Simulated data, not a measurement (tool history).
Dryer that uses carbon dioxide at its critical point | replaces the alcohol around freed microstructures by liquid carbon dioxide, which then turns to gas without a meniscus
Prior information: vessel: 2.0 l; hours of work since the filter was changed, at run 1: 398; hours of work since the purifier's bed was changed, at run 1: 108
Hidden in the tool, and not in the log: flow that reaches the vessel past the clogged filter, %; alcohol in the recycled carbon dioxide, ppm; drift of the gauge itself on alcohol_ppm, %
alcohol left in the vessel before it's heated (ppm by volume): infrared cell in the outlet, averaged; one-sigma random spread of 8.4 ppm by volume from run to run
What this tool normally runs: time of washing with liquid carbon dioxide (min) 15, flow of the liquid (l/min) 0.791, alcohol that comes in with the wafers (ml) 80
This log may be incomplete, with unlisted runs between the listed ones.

| run | hour | time of washing with liquid carbon dioxide (min) | flow of the liquid (l/min) | alcohol that comes in with the wafers (ml) | hours of work since the filter was changed | hours of work since the purifier's bed was changed | alcohol left in the vessel before it's heated (ppm by volume) |
|---|---|---|---|---|---|---|---|
| 1 | 0 | 15 | 0.791 | 80 | 398 | 108 | 660 |
| 2 | 18.3 | 15 | 0.791 | 80 | 407 | 117 | 666 |
| 3 | 42.6 | 15 | 0.791 | 80 | 418 | 128 | 662 |
| 4 | 53.9 | 15 | 0.791 | 80 | 423 | 133 | 663 |
| 5 | 71.4 | 15 | 0.791 | 80 | 431 | 141 | 670 |
| 6 | 93.9 | 15 | 0.791 | 80 | 441 | 151 | 689 |
| 7 | 119.3 | 21 | 0.791 | 80 | 453 | 163 | 162 |
| 8 | 136.8 | 21 | 0.791 | 80 | 461 | 171 | 152 |
| 9 | 151.3 | 15 | 0.879 | 80 | 467 | 178 | 446 |
| 10 | 171 | 15 | 0.791 | 84 | 476 | 187 | 735 |
| 11 | 185.3 | 15 | 0.791 | 84 | 483 | 193 | 763 |
| 12 | 206.3 | 12 | 0.791 | 80 | 493 | 203 | 1554 |
| 13 | 221.9 | 12 | 0.791 | 80 | 500 | 210 | 1582 |
| 14 | 241.6 | 15 | 0.791 | 49 | 509 | 219 | 483 |
| 15 | 260 | 15 | 0.791 | 49 | 517 | 227 | 468 |
| 16 | 275.5 | 15 | 0.791 | 49 | 524 | 234 | 478 |
| 17 | 301.8 | 15 | 0.791 | 49 | 536 | 246 | 484 |
| 18 | 315.6 | 15 | 0.791 | 49 | 542 | 253 | 475 |
| 19 | 340.6 | 15 | 0.791 | 49 | 554 | 264 | 494 |
| 20 | 357.1 | 15 | 0.791 | 49 | 561 | 272 | 503 |
|  | 376.2 | inlet filter changed |
| 21 | 377.2 | 15 | 0.791 | 49 | 0 | 280 | 352 |
| 22 | 404.8 | 15 | 0.791 | 49 | 13 | 293 | 337 |
| 23 | 426.6 | 12 | 0.875 | 94 | 23 | 303 | 969 |
| 24 | 446.3 | 12 | 0.875 | 94 | 32 | 312 | 958 |
| 25 | 471.2 | 12 | 0.875 | 94 | 43 | 323 | 990 |
| 26 | 494.8 | 11 | 0.875 | 36 | 54 | 334 | 561 |
| 27 | 521.2 | 16 | 0.64 | 34 | 66 | 346 | 458 |
| 28 | 546.1 | 15 | 0.759 | 120 | 78 | 358 | 967 |
| 29 | 565.6 | 15 | 0.759 | 120 | 87 | 367 | 970 |
| 30 | 589.8 | 15 | 1.195 | 25 | 98 | 378 | 101 |
| 31 | 617.2 | 15 | 0.773 | 82 | 110 | 390 | 661 |
| 32 | 644.7 | 18 | 0.925 | 80 | 123 | 403 | 163 |
| 33 | 665.2 | 17 | 1.3 | 47 | 132 | 412 | 93 |
| 34 | 685.3 | 22 | 0.782 | 105 | 141 | 421 | 181 |
| 35 | 712.7 | 12 | 1.147 | 63 | 154 | 434 | 267 |
| 36 | 737.3 | 12 | 1.147 | 63 | 165 | 445 | 283 |
| 37 | 750.2 | 20 | 0.998 | 80 | 171 | 451 | 117 |
| 38 | 765.5 | 20 | 0.998 | 80 | 178 | 458 | 121 |
| 39 | 785.2 | 20 | 0.998 | 80 | 187 | 467 | 118 |
| 40 | 803.2 | 20 | 0.998 | 80 | 195 | 475 | 107 |
| 41 | 821.7 | 20 | 0.984 | 29 | 204 | 484 | 111 |
| 42 | 834 | 20 | 0.984 | 29 | 209 | 489 | 108 |
| 43 | 860 | 16 | 0.773 | 26 | 221 | 501 | 249 |

Below are 5 alternative next runs, each starting from the tool's condition after run 43. Predict each:
| A | 878.7 | 15 | 1.131 | 80 | 230 | 510 | ? |
| B | 878.7 | 16 | 1.195 | 26 | 230 | 510 | ? |
| C | 878.7 | 17 | 0.791 | 66 | 230 | 510 | ? |
| D | 878.7 | 15 | 0.942 | 80 | 230 | 510 | ? |
| E | 878.7 | 17 | 0.507 | 36 | 230 | 510 | ? |

| run | alcohol left in the vessel before it's heated (ppm by volume) |
|---|---|
| A | 177 |
| B | 120 |
| C | 351 |
| D | 344 |
| E | 949 |
Without the tool's unlogged condition, the same runs would have read:
| run | alcohol left in the vessel before it's heated (ppm by volume) |
|---|---|
| A | 58 |
| B | 18 |
| C | 200 |
| D | 192 |
| E | 737 |
